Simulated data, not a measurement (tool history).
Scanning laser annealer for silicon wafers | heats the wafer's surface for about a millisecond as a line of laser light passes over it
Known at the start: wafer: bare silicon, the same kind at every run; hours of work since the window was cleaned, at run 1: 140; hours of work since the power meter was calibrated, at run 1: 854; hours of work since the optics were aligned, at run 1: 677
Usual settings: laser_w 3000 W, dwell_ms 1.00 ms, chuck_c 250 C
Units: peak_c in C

run	day	laser_w	dwell_ms	chuck_c	hours of work since the window was cleaned	hours of work since the power meter was calibrated	hours of work since the optics were aligned	peak_c
1	0.000	3000	1.00	250	140	854	677	1027
2	2.504	3000	1.00	250	178	892	715	1024
3	4.121	3000	1.00	250	203	917	739	1025
4	5.725	3000	1.00	250	227	941	764	1027
5	7.729	3000	0.72	250	257	971	794	893
6	10.000	3000	0.72	250	292	1006	828	895
7	12.688	3000	0.72	250	332	1046	869	895
8	15.208	3000	0.72	250	370	1084	907	895
9	17.700	3000	0.72	250	408	1122	944	897
10	19.338	3000	1.00	250	433	1147	969	1022
11	21.600	3000	1.00	250	467	1181	1003	1027
12	23.233	3000	1.00	272	492	1206	1028	1051
13	25.321	3190	1.00	250	523	1237	1060	1094
14	27.625	3190	1.00	250	558	1272	1095	1090
15	29.621	3000	1.00	255	588	1302	1125	1033
16	32.167	3000	1.00	255	627	1341	1163	1032
# day 32.854: window over the wafer cleaned
17	34.288	3000	1.00	255	22	1371	1194	1034
18	37.188	2898	1.00	274	65	1415	1238	1017
19	39.683	2779	1.00	274	103	1453	1275	975
20	41.108	2715	1.00	250	125	1474	1297	929
21	42.442	3000	1.00	250	145	1495	1317	1029
22	44.812	2750	1.00	250	181	1530	1353	945
23	46.262	2780	0.71	263	203	1552	1375	839
24	48.425	2780	0.71	263	235	1585	1408	837
25	50.625	2780	0.90	286	269	1618	1441	950
26	52.238	2780	0.90	286	293	1643	1465	945
27	53.879	2705	1.13	252	318	1668	1490	980
28	55.729	3000	0.72	250	346	1695	1518	891
29	57.771	2895	0.87	226	377	1726	1549	910
30	59.112	2947	1.00	278	397	1747	1569	1034

Run 31 comes next. What will it give?
31	60.800	3262	1.00	250	422	1772	1595	?

peak_c: 1116 C
Without the tool's hidden state the same run would have given peak_c 1117 C.
